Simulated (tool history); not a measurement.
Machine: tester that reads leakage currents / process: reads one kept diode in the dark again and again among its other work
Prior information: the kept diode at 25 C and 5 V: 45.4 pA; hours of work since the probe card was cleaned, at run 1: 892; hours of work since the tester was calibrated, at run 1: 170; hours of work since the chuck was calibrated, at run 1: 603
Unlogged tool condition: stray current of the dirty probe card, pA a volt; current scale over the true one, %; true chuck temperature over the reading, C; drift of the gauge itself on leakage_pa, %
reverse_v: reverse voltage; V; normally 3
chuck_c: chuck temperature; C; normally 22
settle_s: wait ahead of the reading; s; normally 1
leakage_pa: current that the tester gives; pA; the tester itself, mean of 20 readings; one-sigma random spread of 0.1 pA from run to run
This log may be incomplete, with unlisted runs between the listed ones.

run   hour  reverse_v  chuck_c  settle_s  hours of work since the probe card was cleaned  hours of work since the tester was calibrated  hours of work since the chuck was calibrated  leakage_pa
  1      0          3       22         1                                             892                                            170                                           603       38.06
  2   27.4          3       22         1                                             904                                            183                                           616       37.94
  3   44.5      11.77       22         1                                             912                                            190                                           623       84.99
  4   66.5      11.77       22         1                                             922                                            201                                           634       84.88
  5   84.1      11.77       22         1                                             930                                            209                                           642       85.32
     108.3  -- chuck's temperature calibrated
  6  114.1      11.77       22         1                                             943                                            221                                             3       89.81
  7  147.4      11.77       22         1                                             958                                            237                                            18       90.31
  8  169.8      11.77       22         1                                             968                                            247                                            28       90.84
  9    199      11.77       22         1                                             982                                            260                                            42       91.51
 10  229.7          3       22         1                                             996                                            274                                            56       41.41
 11  257.1       4.03       22         1                                            1008                                            287                                            68       49.38
 12  271.2          3       36         1                                            1015                                            293                                            75      106.08
 13    293          3       36         1                                            1025                                            303                                            84      106.94
     306.8  -- chuck's temperature calibrated, once more
 14  312.1          3       36         1                                            1033                                            311                                             2       88.06
 15  339.8          3       22         1                                            1045                                            324                                            15       34.87
 16  355.7          3       22         1                                            1053                                            331                                            22       35.12
 17  373.9          3       22         1                                            1061                                            339                                            31       35.26
 18  403.9          3       22         1                                            1075                                            353                                            44       35.31
 19  433.2          3       22         1                                            1088                                            366                                            58       35.37
 20    451          3       22         1                                            1096                                            375                                            66       35.59
 21  465.3       1.43       34      1.11                                            1103                                            381                                            72       53.27
 22  499.1       1.43       34      1.11                                            1118                                            396                                            88       54.02
 23  532.2       1.67       36      8.07                                            1133                                            412                                           103       66.36
 24  558.3       4.86       26      1.12                                            1145                                            424                                           115        61.2
 25  574.4       4.86       26      1.12                                            1153                                            431                                           122       61.69
 26  605.6       4.32       20      1.38                                            1167                                            445                                           137        39.8
 27    625       4.32       20      1.38                                            1176                                            454                                           145        39.9

Run 28 is up next; what results do you expect?
 28   647       4.32       20      1.38                                            1186                                            464                                           156           ?

leakage_pa: 40.17 pA
Without the tool's hidden state the same run would have given leakage_pa 29.56 pA.

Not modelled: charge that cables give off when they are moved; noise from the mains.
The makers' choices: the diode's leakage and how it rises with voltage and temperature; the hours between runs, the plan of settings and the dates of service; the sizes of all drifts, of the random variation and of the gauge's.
